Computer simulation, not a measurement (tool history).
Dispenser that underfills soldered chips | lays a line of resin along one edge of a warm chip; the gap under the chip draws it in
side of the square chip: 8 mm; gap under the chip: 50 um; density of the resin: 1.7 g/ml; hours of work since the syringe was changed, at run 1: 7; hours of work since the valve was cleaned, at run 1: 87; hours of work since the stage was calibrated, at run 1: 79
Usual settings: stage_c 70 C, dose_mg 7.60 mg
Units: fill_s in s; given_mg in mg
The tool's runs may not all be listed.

run    day  stage_c  dose_mg  hours of work since the syringe was changed  hours of work since the valve was cleaned  hours of work since the stage was calibrated  fill_s  given_mg
  1  0.000       70     7.60                                            7                                         87                                            79    67.8      7.18
     0.146  -- new syringe of resin
  2  0.179       68     7.60                                            0                                         90                                            81    40.6      7.26
  3  0.433       68     7.60                                            4                                         93                                            85    55.9      7.02
  4  0.629       68     7.60                                            7                                         96                                            88    72.9      7.12
     0.771  -- new syringe of resin
  5  0.771       68     7.60                                            0                                         98                                            90    37.4      7.15
  6  0.933       61     7.60                                            2                                        101                                            92    61.6      7.08
  7  1.133       61     7.60                                            5                                        104                                            95    79.7      7.13
     1.404  -- dispensing valve cleaned and set on the balance
  8  1.408       61     7.60                                            9                                          0                                            99   105.2      7.66
     1.446  -- new syringe of resin
  9  1.608       70     6.81                                            2                                          3                                           102    44.4      6.79
 10  1.754       70     6.81                                            5                                          5                                           104    54.7      6.81
 11  1.925       70     6.81                                            7                                          8                                           106    67.2      6.78
     2.067  -- new syringe of resin
 12  2.158       70     6.81                                            1                                         11                                           110    40.3      6.80
 13  2.388       70     6.81                                            5                                         14                                           113    53.3      6.64
 14  2.517       70     6.81                                            7                                         16                                           115    64.7      6.61
     2.688  -- new syringe of resin
 15  2.688       66     6.81                                            0                                         19                                           117    42.5      6.78
 16  2.975       70     7.60                                            4                                         23                                           122    50.7      7.46
 17  3.171       70     7.60                                            7                                         26                                           125    65.0      7.46
     3.308  -- new syringe of resin
 18  3.346       70     7.60                                            1                                         28                                           127    38.3      7.50
 19  3.558       70     6.68                                            4                                         31                                           130    50.6      6.54
 20  3.762       70     6.68                                            7                                         35                                           133    67.3      6.60
     3.925  -- new syringe of resin
 21  4.004       70     6.68                                            1                                         38                                           137    40.0      6.41
 22  4.142       70     6.68                                            3                                         40                                           139    47.0      6.40
 23  4.317       66     7.53                                            6                                         43                                           141    67.3      7.35
 24  4.529       79     9.80                                            9                                         46                                           145    51.7      9.44
     4.558  -- new syringe of resin
 25  4.746       57     7.60                                            3                                         49                                           148    73.0      7.33
 26  5.038       57     7.60                                            7                                         53                                           152   105.9      7.31
     5.183  -- new syringe of resin
 27  5.267       69     7.66                                            1                                         56                                           155    39.7      7.41
 28  5.388       69     7.76                                            3                                         58                                           157    46.6      7.55
 29  5.646       59     7.97                                            7                                         62                                           161    95.3      7.75
     5.808  -- new syringe of resin
 30  5.900       59     8.03                                            1                                         66                                           165    59.2      7.72
 31  6.162       61     8.08                                            5                                         70                                           169    76.3      7.74
 32  6.308       66     7.78                                            8                                         72                                           171    75.3      7.57
     6.438  -- new syringe of resin
 33  6.546       73     7.78                                            2                                         75                                           174    34.7      7.48
 34  6.717       73     7.78                                            4                                         78                                           177    43.7      7.48
 35  6.871       78     7.94                                            6                                         80                                           179    44.0      7.59
     7.062  -- new syringe of resin
 36  7.125       78     7.94                                            1                                         84                                           183    28.4      7.56
 37  7.350       78     7.94                                            4                                         87                                           186    38.1      7.54

3 ways to go on from here, each from the tool as it stands after run 37. What would each give?
  A  7.629       82     7.94                                            8                                         91                                           190       ?         ?
  B  7.629       78     8.71                                            8                                         91                                           190       ?         ?
  C  7.629       78     7.68                                            8                                         91                                           190       ?         ?

run  fill_s  given_mg
  A    47.0      7.53
  B    52.8      8.14
  C    53.5      7.17
Without the tool's hidden state the same runs would have given:
run  fill_s  given_mg
  A    23.9      7.98
  B    26.7      8.63
  C    26.9      7.60
